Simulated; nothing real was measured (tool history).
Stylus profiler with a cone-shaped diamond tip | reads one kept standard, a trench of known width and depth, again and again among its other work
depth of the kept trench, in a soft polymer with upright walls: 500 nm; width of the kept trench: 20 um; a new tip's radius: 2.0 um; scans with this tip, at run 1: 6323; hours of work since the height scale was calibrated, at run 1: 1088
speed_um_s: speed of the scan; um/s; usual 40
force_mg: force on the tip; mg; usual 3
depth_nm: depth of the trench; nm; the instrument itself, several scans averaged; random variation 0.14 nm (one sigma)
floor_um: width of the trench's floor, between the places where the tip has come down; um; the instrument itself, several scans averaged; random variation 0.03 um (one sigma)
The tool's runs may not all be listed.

run,hour,speed_um_s,force_mg,scans with this tip,hours of work since the height scale was calibrated,depth_nm,floor_um
1,0,40,3,6323,1088,503.59,16.03
2,102.5,54,3,6630,1141,503.49,15.94
3,157.3,54,3,6794,1169,503.65,15.87
4,276.1,12,3,7150,1231,503.55,16.03
5,381.7,12,3,7466,1285,503.21,16.02
6,473.8,40,1.53,7742,1332,501.2,15.77
7,567.8,40,4.12,8023,1381,504.51,15.79
# hour 631.5: height scale calibrated on a step standard
8,685.7,40,4.12,8374,28,507.24,15.81
9,767.8,40,4.12,8620,70,506.86,15.75
10,866.8,40,4.12,8917,121,507.16,15.75
11,996.9,40,3,9306,188,505.31,15.65
12,1119.5,40,3,9673,251,505.34,15.54
13,1193.8,40,3,9896,290,505.02,15.51
14,1289.2,40,3,10181,339,504.97,15.5
15,1418.4,40,1.11,10568,405,502.18,15.31
16,1501.8,40,1.11,10817,448,502.05,15.26
17,1622.6,55,5.68,11179,511,507.97,15.33
18,1741.5,55,5.68,11535,572,508.15,15.27
19,1806.4,16,1.22,11729,605,501.89,15.35
20,1917.7,28,3,12062,663,504.46,15.32
21,2046.1,53,4.79,12447,729,506.41,15.18
22,2102,53,4.79,12614,758,506.56,15.2
23,2200.6,53,4.79,12909,809,506.57,15.13
24,2327.7,35,1.62,13290,874,501.78,15.05
25,2391.2,16,3,13480,907,503.99,15.18
26,2448.2,16,3,13650,936,504.11,15.12
27,2548.4,16,3,13951,988,503.94,15.09
28,2609.5,16,3,14134,1019,503.58,15.06
# hour 2682.6: new tip fitted, height scale calibrated
29,2730.5,75,1.2,144,25,503.06,16.77
30,2808.7,75,1.2,378,65,502.92,16.72

Measured less the same run without the tool's hidden state. The same run-to-run variation is in both; the gauge's scatter may not be:
The hidden state here: radius of the tip, um; height scale over the true one, %; drift of the gauge itself on depth_nm, %; drift of the gauge itself on floor_um, %.
run,depth_nm,floor_um
1,-2.3,-1.14
2,-2.41,-1.18
3,-2.46,-1.21
4,-2.6,-1.27
5,-2.72,-1.31
6,-2.81,-1.35
7,-2.93,-1.39
8,-0.22,-1.44
9,-0.31,-1.47
10,-0.41,-1.52
11,-0.55,-1.57
12,-0.67,-1.62
13,-0.76,-1.65
14,-0.87,-1.69
15,-0.98,-1.74
16,-1.06,-1.77
17,-1.2,-1.82
18,-1.32,-1.86
19,-1.37,-1.89
20,-1.5,-1.94
21,-1.64,-1.98
22,-1.7,-2
23,-1.81,-2.04
24,-1.93,-2.09
25,-2.02,-2.12
26,-2.07,-2.14
27,-2.19,-2.17
28,-2.25,-2.2
29,-0.28,-0.03
30,-0.35,-0.08
